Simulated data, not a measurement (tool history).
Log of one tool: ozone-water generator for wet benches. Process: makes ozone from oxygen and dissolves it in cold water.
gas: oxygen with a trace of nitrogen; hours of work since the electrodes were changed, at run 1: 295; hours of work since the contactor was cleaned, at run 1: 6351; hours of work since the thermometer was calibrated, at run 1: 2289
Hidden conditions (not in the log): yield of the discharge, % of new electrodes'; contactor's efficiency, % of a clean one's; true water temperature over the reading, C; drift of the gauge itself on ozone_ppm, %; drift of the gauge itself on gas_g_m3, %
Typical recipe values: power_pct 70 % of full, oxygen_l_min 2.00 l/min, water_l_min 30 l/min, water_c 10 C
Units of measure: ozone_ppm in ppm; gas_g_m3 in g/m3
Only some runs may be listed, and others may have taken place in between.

run,hour,power_pct,oxygen_l_min,water_l_min,water_c,hours of work since the electrodes were changed,hours of work since the contactor was cleaned,hours of work since the thermometer was calibrated,ozone_ppm,gas_g_m3
1,0.0,70,2.00,30,10,295,6351,2289,10.2,261.5
2,63.3,70,2.00,30,10,335,6391,2329,10.4,264.7
3,145.5,70,2.00,30,10,388,6444,2382,10.2,265.0
4,203.7,70,2.00,30,8,425,6481,2419,10.3,261.3
5,259.3,70,2.00,30,8,460,6516,2454,10.4,264.7
6,324.5,70,2.00,30,8,501,6558,2496,10.3,264.0
7,388.4,70,2.00,30,8,542,6598,2536,10.2,263.6
8,495.2,70,2.00,30,8,610,6666,2604,10.4,261.0
9,579.7,70,2.00,30,8,664,6720,2658,10.4,264.6
10,640.1,70,2.00,30,8,702,6758,2696,10.4,266.2
11,727.1,70,2.00,30,8,758,6814,2752,10.5,261.7
# hour 738.1: contactor cleaned
12,792.9,70,2.00,30,8,797,35,2791,10.0,264.4
13,898.5,70,2.00,30,8,864,102,2858,10.0,262.6
14,1010.1,70,2.00,30,8,935,173,2929,9.8,260.6
15,1116.0,70,2.00,30,8,1002,240,2997,9.9,262.5
16,1244.8,70,2.00,30,8,1084,322,3079,9.7,260.5
17,1307.8,70,2.00,30,8,1124,362,3119,9.8,260.1
# hour 1363.0: contactor cleaned, once more
18,1409.4,70,2.00,30,8,1187,30,3181,10.7,261.1
19,1504.6,70,2.00,30,8,1247,90,3241,11.0,261.4
20,1574.4,70,2.00,30,8,1292,134,3286,11.0,260.9
21,1652.7,70,2.00,30,8,1341,184,3336,10.7,259.6
22,1752.2,70,2.00,32,16,1405,248,3399,9.6,260.0
23,1866.9,70,1.62,20,6,1478,321,3472,15.1,287.5
24,1986.9,80,2.00,41,8,1554,397,3548,8.5,287.7
25,2076.8,64,2.57,45,10,1611,454,3606,7.3,217.0
26,2203.3,64,2.57,18,10,1692,535,3686,18.0,219.0
27,2288.8,43,2.00,30,12,1746,589,3740,7.4,180.4
28,2366.1,73,3.25,43,9,1795,638,3790,9.3,215.7
29,2433.2,70,3.14,24,8,1838,681,3832,16.0,212.2
30,2497.2,57,2.13,18,6,1879,722,3873,15.7,215.7
31,2591.0,57,2.13,18,6,1938,781,3933,15.9,213.5
32,2657.7,50,2.13,18,7,1981,824,3975,14.1,195.4

3 ways to go on from here, each from the tool as it stands after run 32. What would each give?
A,2731.9,87,2.13,18,7,2028,871,4022,?,?
B,2731.9,50,2.15,31,11,2028,871,4022,?,?
C,2731.9,70,2.00,33,17,2028,871,4022,?,?

run,ozone_ppm,gas_g_m3
A,21.7,294.7
B,8.2,196.1
C,9.2,257.2
With the hidden condition removed and each run's random variation left untouched, the same runs would have given:
run,ozone_ppm,gas_g_m3
A,22.5,302.0
B,8.4,199.2
C,9.6,262.7
